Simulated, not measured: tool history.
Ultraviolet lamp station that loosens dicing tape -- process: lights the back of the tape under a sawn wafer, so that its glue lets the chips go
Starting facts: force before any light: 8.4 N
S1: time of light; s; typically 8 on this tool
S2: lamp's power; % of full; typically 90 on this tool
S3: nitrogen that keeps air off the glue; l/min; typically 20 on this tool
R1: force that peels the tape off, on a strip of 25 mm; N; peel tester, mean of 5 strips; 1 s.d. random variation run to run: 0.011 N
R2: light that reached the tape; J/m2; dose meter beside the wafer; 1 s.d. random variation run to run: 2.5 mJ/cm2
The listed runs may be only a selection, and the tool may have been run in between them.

run,hour,S1,S2,S3,R1,R2
1,0.0,8,90,20,0.555,2730
2,6.8,8,90,20,0.558,2750
3,13.6,8,64,20,1.031,1910
4,19.1,5,64,20,2.135,1210
5,26.9,5,64,20,2.181,1220
6,32.1,5,64,20,2.160,1230
7,41.6,5,64,20,2.251,1190
8,52.1,8,90,27,0.477,2680
9,57.7,8,90,7,1.105,2710
10,66.3,8,90,7,1.068,2700
11,73.1,8,90,7,1.103,2650
12,80.0,8,90,17,0.636,2680
13,87.2,8,90,17,0.637,2660
14,96.7,8,90,17,0.622,2690
15,104.0,11,90,20,0.351,3640
# hour 105.5: window cleaned of glue's vapour
16,113.8,11,63,20,0.664,2500
17,120.5,11,63,20,0.662,2480
18,129.1,11,63,20,0.654,2520
19,139.3,11,91,39,0.308,3620
20,147.2,11,91,39,0.295,3580
21,152.2,11,91,39,0.303,3570
# hour 153.6: window cleaned of glue's vapour, once more
22,161.5,6,91,37,0.663,2120
23,168.0,4,84,20,1.965,1270
24,175.7,14,70,12,0.436,3740
25,186.5,5,72,16,1.924,1350
26,192.1,11,62,24,0.541,2630
27,202.8,11,62,24,0.547,2580

Had the tool no unlogged condition, and each run kept its random variation, what would the results have been?
Unlogged tool condition in this case: lamp's light, % of a new lamp's; light that the window lets through, % of a clean one's; drift of the gauge itself on peel_n, %; drift of the gauge itself on dose_mj_cm2, %.
run,R1,R2
1,0.479,2970
2,0.480,2990
3,0.882,2090
4,1.900,1320
5,1.937,1330
6,1.917,1340
7,1.992,1310
8,0.408,2940
9,0.931,2980
10,0.897,2970
11,0.925,2930
12,0.530,2960
13,0.531,2950
14,0.515,2980
15,0.314,4040
16,0.525,2860
17,0.521,2830
18,0.511,2880
19,0.282,4140
20,0.269,4100
21,0.276,4100
22,0.590,2260
23,1.798,1350
24,0.397,3990
25,1.752,1440
26,0.479,2820
27,0.483,2770
